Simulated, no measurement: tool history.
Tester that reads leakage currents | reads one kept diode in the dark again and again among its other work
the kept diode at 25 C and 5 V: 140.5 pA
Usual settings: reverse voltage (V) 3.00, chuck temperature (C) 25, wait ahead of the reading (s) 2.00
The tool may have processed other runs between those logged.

run	hour	reverse voltage (V)	chuck temperature (C)	wait ahead of the reading (s)	current that the tester gives (pA)
1	0.0	3.00	25	2.00	112.32
2	85.9	3.00	25	2.00	112.93
3	211.4	3.00	25	5.99	113.94
4	319.2	3.00	25	2.00	114.04
5	419.9	3.00	25	2.00	115.20
6	501.6	7.99	25	2.00	181.16
7	588.9	7.99	25	2.00	181.22
8	702.6	3.00	25	2.00	116.35
9	826.5	3.00	25	2.00	117.20
10	973.9	14.93	21	5.81	174.98
11	1090.5	3.15	31	2.06	199.69
12	1227.7	3.15	31	2.06	202.09
13	1367.1	11.89	28	2.00	292.50
14	1509.8	2.26	55	1.26	1092.18
15	1625.3	1.05	23	2.00	63.41
16	1735.1	1.82	54	0.79	929.26
17	1806.8	1.16	49	0.30	531.26
18	1890.9	4.02	35	0.30	325.50

Alternative continuations, all from the tool just after run 18; predict every row:
A	2028.0	16.49	22	0.30	?
B	2028.0	4.02	24	0.30	?
C	2028.0	1.12	26	3.28	?
D	2028.0	1.03	32	0.44	?
E	2028.0	4.44	36	0.30	?

run	current that the tester gives (pA)
A	226.90
B	134.16
C	86.21
D	136.18
E	369.98
Stripped of hidden state, with their random variation kept, the same runs would have yielded:
run	current that the tester gives (pA)
A	199.33
B	120.17
C	77.80
D	123.70
E	336.28

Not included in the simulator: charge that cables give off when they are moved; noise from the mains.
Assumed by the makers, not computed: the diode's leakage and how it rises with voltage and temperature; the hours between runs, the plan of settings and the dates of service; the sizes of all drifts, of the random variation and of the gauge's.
